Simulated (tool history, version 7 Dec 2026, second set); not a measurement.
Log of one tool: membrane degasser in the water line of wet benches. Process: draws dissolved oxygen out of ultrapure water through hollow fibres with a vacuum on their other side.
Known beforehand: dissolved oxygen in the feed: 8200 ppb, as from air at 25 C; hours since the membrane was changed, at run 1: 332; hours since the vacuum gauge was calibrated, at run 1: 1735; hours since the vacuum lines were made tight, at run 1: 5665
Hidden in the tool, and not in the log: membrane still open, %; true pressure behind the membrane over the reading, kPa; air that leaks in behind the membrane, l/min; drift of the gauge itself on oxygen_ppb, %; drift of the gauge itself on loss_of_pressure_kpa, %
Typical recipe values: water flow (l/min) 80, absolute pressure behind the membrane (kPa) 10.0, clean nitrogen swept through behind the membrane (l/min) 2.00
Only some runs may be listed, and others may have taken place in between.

| run | hour | water flow (l/min) | absolute pressure behind the membrane (kPa) | clean nitrogen swept through behind the membrane (l/min) | hours since the membrane was changed | hours since the vacuum gauge was calibrated | hours since the vacuum lines were made tight | dissolved oxygen in the water behind the degasser (ppb) | pressure that the water loses in the fibres (kPa) |
|---|---|---|---|---|---|---|---|---|---|
| 1 | 0.0 | 80 | 10.0 | 2.00 | 332 | 1735 | 5665 | 627.9 | 34.39 |
| 2 | 41.6 | 80 | 10.0 | 2.00 | 373 | 1776 | 5707 | 628.1 | 34.50 |
| 3 | 78.1 | 80 | 10.0 | 2.00 | 410 | 1813 | 5743 | 625.1 | 34.37 |
| 4 | 142.6 | 80 | 10.0 | 2.00 | 474 | 1877 | 5808 | 628.7 | 34.46 |
| 5 | 208.9 | 80 | 10.0 | 1.39 | 541 | 1943 | 5874 | 783.8 | 34.24 |
| 6 | 274.2 | 80 | 10.0 | 1.39 | 606 | 2009 | 5939 | 777.8 | 34.21 |
| 7 | 303.8 | 80 | 10.0 | 2.80 | 636 | 2038 | 5969 | 500.1 | 34.43 |
| 8 | 339.4 | 80 | 10.0 | 2.00 | 671 | 2074 | 6005 | 622.9 | 34.47 |
| 9 | 371.9 | 80 | 10.0 | 2.00 | 704 | 2106 | 6037 | 619.0 | 34.40 |
| 10 | 405.1 | 80 | 10.0 | 2.00 | 737 | 2140 | 6070 | 619.5 | 34.45 |
| 11 | 449.9 | 80 | 10.0 | 2.00 | 782 | 2184 | 6115 | 623.9 | 34.50 |
| 12 | 518.8 | 80 | 10.0 | 2.00 | 851 | 2253 | 6184 | 621.4 | 34.42 |
| 13 | 554.9 | 80 | 10.0 | 0.96 | 887 | 2289 | 6220 | 947.1 | 34.34 |
| 14 | 620.8 | 80 | 10.0 | 0.96 | 953 | 2355 | 6286 | 951.7 | 34.41 |
| 15 | 678.0 | 80 | 10.0 | 0.96 | 1010 | 2413 | 6343 | 957.7 | 34.45 |
| 16 | 731.1 | 80 | 10.0 | 0.96 | 1063 | 2466 | 6396 | 945.8 | 34.48 |
| 17 | 783.4 | 80 | 10.0 | 1.21 | 1115 | 2518 | 6449 | 832.1 | 34.29 |
| 18 | 844.0 | 80 | 10.0 | 1.21 | 1176 | 2579 | 6509 | 827.5 | 34.29 |
|  | 911.3 | gauge calibrated |
| 19 | 914.0 | 65 | 18.0 | 1.65 | 1246 | 2649 | 6579 | 1092.7 | 27.94 |
| 20 | 969.3 | 58 | 23.5 | 1.60 | 1301 | 2704 | 6634 | 1323.5 | 24.99 |
| 21 | 1006.2 | 87 | 6.4 | 1.68 | 1338 | 2741 | 6671 | 451.6 | 37.63 |
| 22 | 1067.3 | 85 | 6.4 | 2.59 | 1399 | 2802 | 6732 | 357.5 | 36.69 |
| 23 | 1134.5 | 72 | 10.9 | 1.57 | 1466 | 2869 | 6800 | 715.5 | 30.95 |
| 24 | 1180.0 | 72 | 10.9 | 1.57 | 1512 | 2914 | 6845 | 711.2 | 30.82 |
| 25 | 1241.4 | 72 | 10.9 | 1.57 | 1573 | 2976 | 6907 | 717.1 | 30.95 |
| 26 | 1279.0 | 59 | 19.4 | 3.37 | 1611 | 3014 | 6944 | 626.2 | 25.12 |
| 27 | 1331.7 | 51 | 10.0 | 4.83 | 1664 | 3066 | 6997 | 184.2 | 21.85 |
| 28 | 1383.6 | 51 | 10.0 | 4.83 | 1715 | 3118 | 7049 | 184.8 | 22.21 |
| 29 | 1440.0 | 51 | 15.1 | 2.07 | 1772 | 3175 | 7105 | 604.6 | 21.72 |
| 30 | 1502.9 | 90 | 13.3 | 2.00 | 1835 | 3237 | 7168 | 947.0 | 38.75 |
| 31 | 1567.8 | 100 | 13.3 | 2.00 | 1900 | 3302 | 7233 | 1062.6 | 42.93 |

Each row is a separate what-if for the run after 31, all from the same tool condition, not one after another. Results?
| A | 1635.8 | 100 | 11.7 | 2.00 | 1968 | 3370 | 7301 | ? | ? |
| B | 1635.8 | 110 | 11.6 | 2.43 | 1968 | 3370 | 7301 | ? | ? |
| C | 1635.8 | 100 | 21.3 | 3.77 | 1968 | 3370 | 7301 | ? | ? |

| run | dissolved oxygen in the water behind the degasser (ppb) | pressure that the water loses in the fibres (kPa) |
|---|---|---|
| A | 929.0 | 43.06 |
| B | 949.3 | 47.22 |
| C | 1092.2 | 42.81 |
Take away the tool's hidden state, keep each run's random variation, and the runs would have read:
| run | dissolved oxygen in the water behind the degasser (ppb) | pressure that the water loses in the fibres (kPa) |
|---|---|---|
| A | 945.5 | 43.06 |
| B | 966.2 | 47.21 |
| C | 1111.8 | 42.81 |

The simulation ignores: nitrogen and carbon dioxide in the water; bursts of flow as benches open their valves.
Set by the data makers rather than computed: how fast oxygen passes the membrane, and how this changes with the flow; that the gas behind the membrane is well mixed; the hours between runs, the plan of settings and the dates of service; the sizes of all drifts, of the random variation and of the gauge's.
